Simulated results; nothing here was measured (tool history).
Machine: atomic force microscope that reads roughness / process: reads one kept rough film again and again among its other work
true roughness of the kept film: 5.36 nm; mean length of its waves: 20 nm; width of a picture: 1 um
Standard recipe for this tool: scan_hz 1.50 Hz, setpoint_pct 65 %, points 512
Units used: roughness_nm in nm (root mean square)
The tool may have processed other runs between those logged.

run	day	scan_hz	setpoint_pct	points	roughness_nm
1	0.000	1.50	65	512	2.496
# day 0.179: new tip fitted
2	0.204	1.50	65	512	4.043
3	0.562	1.50	65	512	3.850
4	0.967	1.50	76	512	3.524
5	1.179	1.50	76	512	3.424
6	1.504	1.50	76	512	3.277
7	1.854	1.50	65	512	3.218
8	2.142	1.50	65	512	3.110
9	2.421	1.50	65	512	3.031
10	2.646	1.50	65	512	2.944
11	2.917	1.50	65	512	2.846
12	3.167	1.50	65	512	2.783
13	3.350	1.50	66	512	2.716
14	3.733	1.50	65	550	2.617
# day 3.808: height scale calibrated on a step standard
15	4.108	1.50	65	550	2.545
# day 4.346: new tip fitted
16	4.388	1.50	78	550	3.912
17	4.771	1.50	78	550	3.697
# day 4.992: height scale calibrated on a step standard, once more
18	5.062	1.50	78	550	3.555
19	5.504	1.50	62	330	3.400
20	5.888	1.50	62	330	3.247
21	6.212	1.50	62	330	3.088
22	6.575	1.50	62	330	2.958
23	6.904	1.04	83	287	2.760
24	7.304	0.56	74	688	2.796
25	7.642	0.70	56	432	2.707
26	7.892	0.70	56	432	2.628
27	8.083	0.70	56	432	2.575
# day 8.479: new tip fitted
28	8.479	0.70	56	432	4.025
29	8.867	0.61	65	512	3.811
30	9.296	0.61	65	512	3.604
31	9.604	0.61	65	512	3.448
32	9.842	1.50	74	904	3.274

Branching from run 32: 3 alternative next runs. What would each branch give?
A	10.088	2.14	77	697	?
B	10.088	0.75	71	495	?
C	10.088	0.76	87	468	?

run	roughness_nm
A	3.070
B	3.238
C	3.158
Take away the tool's hidden state, keep each run's random variation, and the runs would have read:
run	roughness_nm
A	3.899
B	4.111
C	4.007
